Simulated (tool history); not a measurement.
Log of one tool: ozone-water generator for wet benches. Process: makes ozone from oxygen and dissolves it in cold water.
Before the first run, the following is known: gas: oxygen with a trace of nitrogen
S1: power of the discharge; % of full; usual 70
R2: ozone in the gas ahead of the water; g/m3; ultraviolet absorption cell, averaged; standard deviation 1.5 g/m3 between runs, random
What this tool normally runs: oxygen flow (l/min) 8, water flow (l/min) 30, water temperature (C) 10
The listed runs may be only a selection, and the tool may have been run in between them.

{"run": 1, "day": 0.0, "S1": 70, "oxygen flow (l/min)": 8, "water flow (l/min)": 30, "water temperature (C)": 10, "dissolved ozone (ppm)": 36.2, "R2": 271.7}
{"run": 2, "day": 1.367, "S1": 70, "oxygen flow (l/min)": 5.75, "water flow (l/min)": 30, "water temperature (C)": 10, "dissolved ozone (ppm)": 34.6, "R2": 325.9}
{"run": 3, "day": 2.117, "S1": 70, "oxygen flow (l/min)": 5.75, "water flow (l/min)": 30, "water temperature (C)": 10, "dissolved ozone (ppm)": 34.9, "R2": 329.5}
{"run": 4, "day": 2.712, "S1": 70, "oxygen flow (l/min)": 8, "water flow (l/min)": 30, "water temperature (C)": 10, "dissolved ozone (ppm)": 36.2, "R2": 275.7}
{"run": 5, "day": 3.667, "S1": 70, "oxygen flow (l/min)": 8, "water flow (l/min)": 30, "water temperature (C)": 10, "dissolved ozone (ppm)": 36.6, "R2": 273.6}
{"run": 6, "day": 4.654, "S1": 70, "oxygen flow (l/min)": 8, "water flow (l/min)": 30, "water temperature (C)": 17, "dissolved ozone (ppm)": 32.6, "R2": 276.6}
{"run": 7, "day": 6.071, "S1": 70, "oxygen flow (l/min)": 8, "water flow (l/min)": 30, "water temperature (C)": 5, "dissolved ozone (ppm)": 39, "R2": 277.4}
{"run": 8, "day": 7.017, "S1": 70, "oxygen flow (l/min)": 8, "water flow (l/min)": 30, "water temperature (C)": 5, "dissolved ozone (ppm)": 38.1, "R2": 277.5}
{"run": 9, "day": 8.042, "S1": 71, "oxygen flow (l/min)": 8, "water flow (l/min)": 30, "water temperature (C)": 10, "dissolved ozone (ppm)": 36.7, "R2": 280.6}
{"run": 10, "day": 8.679, "S1": 71, "oxygen flow (l/min)": 8, "water flow (l/min)": 30, "water temperature (C)": 10, "dissolved ozone (ppm)": 36.7, "R2": 281.5}
{"run": 11, "day": 10.079, "S1": 70, "oxygen flow (l/min)": 8, "water flow (l/min)": 30, "water temperature (C)": 10, "dissolved ozone (ppm)": 36, "R2": 278}
{"run": 12, "day": 10.692, "S1": 70, "oxygen flow (l/min)": 8, "water flow (l/min)": 30, "water temperature (C)": 10, "dissolved ozone (ppm)": 35.9, "R2": 280.3}
{"run": 13, "day": 11.583, "S1": 70, "oxygen flow (l/min)": 8, "water flow (l/min)": 30, "water temperature (C)": 10, "dissolved ozone (ppm)": 36.3, "R2": 279.9}
{"run": 14, "day": 12.654, "S1": 70, "oxygen flow (l/min)": 8, "water flow (l/min)": 30, "water temperature (C)": 10, "dissolved ozone (ppm)": 36, "R2": 279.8}
{"run": 15, "day": 13.371, "S1": 70, "oxygen flow (l/min)": 8, "water flow (l/min)": 30, "water temperature (C)": 10, "dissolved ozone (ppm)": 35.8, "R2": 282.2}
{"run": 16, "day": 14.658, "S1": 70, "oxygen flow (l/min)": 8, "water flow (l/min)": 30, "water temperature (C)": 10, "dissolved ozone (ppm)": 36, "R2": 283.2}
{"run": 17, "day": 15.8, "S1": 43, "oxygen flow (l/min)": 8, "water flow (l/min)": 46, "water temperature (C)": 10, "dissolved ozone (ppm)": 17, "R2": 205.5}
{"day": 15.925, "done": "gauge calibrated"}
{"run": 18, "day": 16.546, "S1": 70, "oxygen flow (l/min)": 10.6, "water flow (l/min)": 21, "water temperature (C)": 8, "dissolved ozone (ppm)": 49.2, "R2": 237.5}
{"run": 19, "day": 17.296, "S1": 70, "oxygen flow (l/min)": 10.6, "water flow (l/min)": 21, "water temperature (C)": 8, "dissolved ozone (ppm)": 49.2, "R2": 234.9}
{"run": 20, "day": 18.033, "S1": 93, "oxygen flow (l/min)": 5.55, "water flow (l/min)": 30, "water temperature (C)": 10, "dissolved ozone (ppm)": 41.9, "R2": 402.1}
{"run": 21, "day": 18.988, "S1": 93, "oxygen flow (l/min)": 5.55, "water flow (l/min)": 23, "water temperature (C)": 14, "dissolved ozone (ppm)": 50.7, "R2": 401.2}
{"run": 22, "day": 19.733, "S1": 70, "oxygen flow (l/min)": 5.38, "water flow (l/min)": 30, "water temperature (C)": 10, "dissolved ozone (ppm)": 34.7, "R2": 340.4}
{"run": 23, "day": 21.167, "S1": 70, "oxygen flow (l/min)": 8, "water flow (l/min)": 30, "water temperature (C)": 12, "dissolved ozone (ppm)": 35.1, "R2": 275.2}
{"run": 24, "day": 22.212, "S1": 55, "oxygen flow (l/min)": 8.8, "water flow (l/min)": 37, "water temperature (C)": 8, "dissolved ozone (ppm)": 26.1, "R2": 225.2}
{"run": 25, "day": 23.246, "S1": 69, "oxygen flow (l/min)": 7.23, "water flow (l/min)": 30, "water temperature (C)": 16, "dissolved ozone (ppm)": 32.9, "R2": 290.9}
{"run": 26, "day": 24.05, "S1": 69, "oxygen flow (l/min)": 7.23, "water flow (l/min)": 30, "water temperature (C)": 12, "dissolved ozone (ppm)": 34.4, "R2": 289.9}
{"run": 27, "day": 25.292, "S1": 70, "oxygen flow (l/min)": 8.93, "water flow (l/min)": 30, "water temperature (C)": 6, "dissolved ozone (ppm)": 38.1, "R2": 261.4}
{"run": 28, "day": 26.533, "S1": 65, "oxygen flow (l/min)": 4.36, "water flow (l/min)": 30, "water temperature (C)": 6, "dissolved ozone (ppm)": 32.9, "R2": 369.7}
{"run": 29, "day": 27.583, "S1": 65, "oxygen flow (l/min)": 4.36, "water flow (l/min)": 30, "water temperature (C)": 6, "dissolved ozone (ppm)": 32.5, "R2": 367.4}
{"run": 30, "day": 28.938, "S1": 57, "oxygen flow (l/min)": 7.91, "water flow (l/min)": 27, "water temperature (C)": 10, "dissolved ozone (ppm)": 34.8, "R2": 247.4}
{"run": 31, "day": 29.604, "S1": 57, "oxygen flow (l/min)": 7.91, "water flow (l/min)": 27, "water temperature (C)": 10, "dissolved ozone (ppm)": 34.6, "R2": 247}
{"run": 32, "day": 30.638, "S1": 57, "oxygen flow (l/min)": 7.91, "water flow (l/min)": 27, "water temperature (C)": 10, "dissolved ozone (ppm)": 34.9, "R2": 247.5}

3 options for the next run, each taken on its own from the tool as it stands now. Forecast them:
{"run": "A", "day": 31.558, "S1": 60, "oxygen flow (l/min)": 8, "water flow (l/min)": 29, "water temperature (C)": 10, "dissolved ozone (ppm)": "?", "R2": "?"}
{"run": "B", "day": 31.558, "S1": 46, "oxygen flow (l/min)": 8, "water flow (l/min)": 44, "water temperature (C)": 10, "dissolved ozone (ppm)": "?", "R2": "?"}
{"run": "C", "day": 31.558, "S1": 59, "oxygen flow (l/min)": 7.91, "water flow (l/min)": 22, "water temperature (C)": 10, "dissolved ozone (ppm)": "?", "R2": "?"}

run=A dissolved_ozone_(ppm)=33.7 R2=253.8
run=B dissolved_ozone_(ppm)=18.8 R2=213.2
run=C dissolved_ozone_(ppm)=42 R2=255.4
With no hidden state in the tool, these same runs would have given:
run=A dissolved_ozone_(ppm)=33.7 R2=247.1
run=B dissolved_ozone_(ppm)=18.8 R2=207.5
run=C dissolved_ozone_(ppm)=42.1 R2=248.6
